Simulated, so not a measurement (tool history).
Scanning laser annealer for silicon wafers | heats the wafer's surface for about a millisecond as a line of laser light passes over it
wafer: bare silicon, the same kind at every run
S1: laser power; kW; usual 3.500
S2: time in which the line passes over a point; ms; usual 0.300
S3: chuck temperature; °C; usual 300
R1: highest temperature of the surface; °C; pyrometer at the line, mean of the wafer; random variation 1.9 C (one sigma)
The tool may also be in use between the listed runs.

run,hour,S1,S2,S3,R1
1,0.0,3.500,0.300,300,1115
2,6.7,3.500,0.300,300,1116
3,11.8,3.500,0.300,300,1114
4,19.5,3.500,0.300,300,1110
5,29.4,3.500,0.300,300,1110
6,34.3,3.500,0.300,300,1107
7,43.1,3.618,0.300,300,1137
8,52.4,3.618,0.300,300,1137
9,61.9,3.208,0.300,300,1029
10,68.9,3.208,0.300,277,1006
11,74.6,3.208,0.300,277,1003
12,82.8,3.208,0.300,277,1003
13,88.9,3.208,0.300,277,1002
14,93.8,3.500,0.300,327,1129
15,100.6,3.500,0.300,300,1101
16,107.3,3.500,0.300,300,1096
17,112.3,3.500,0.300,300,1103
18,120.3,3.500,0.300,300,1101
19,129.2,3.500,0.300,300,1097
20,133.8,3.500,0.300,300,1094
21,138.6,3.613,0.297,261,1081
22,143.7,3.613,0.297,261,1083
23,151.7,3.631,0.295,300,1122
24,161.7,3.631,0.295,300,1125
25,170.9,3.631,0.295,300,1121
26,178.9,3.631,0.295,300,1120
27,184.9,3.528,0.344,300,1157
28,193.1,3.500,0.284,300,1066
29,202.4,3.500,0.284,300,1070
30,210.2,3.500,0.229,276,963
31,220.4,3.838,0.273,276,1113
32,225.7,3.764,0.322,276,1165
33,233.8,3.764,0.322,276,1167
34,242.5,3.500,0.290,317,1090
35,249.9,3.500,0.290,317,1089
36,254.9,3.362,0.367,302,1135
37,262.3,3.362,0.367,302,1130
38,267.5,3.203,0.379,302,1096
39,272.0,3.500,0.226,318,995
40,277.1,3.500,0.226,318,994

Forecast each of these 4 alternatives for the next run:
A,283.3,3.382,0.278,278,?
B,283.3,3.500,0.300,264,?
C,283.3,3.649,0.300,291,?
D,283.3,3.706,0.226,318,?

run,R1
A,1003
B,1048
C,1113
D,1041
Without the tool's hidden state the same runs would have given:
run,R1
A,1045
B,1094
C,1162
D,1083
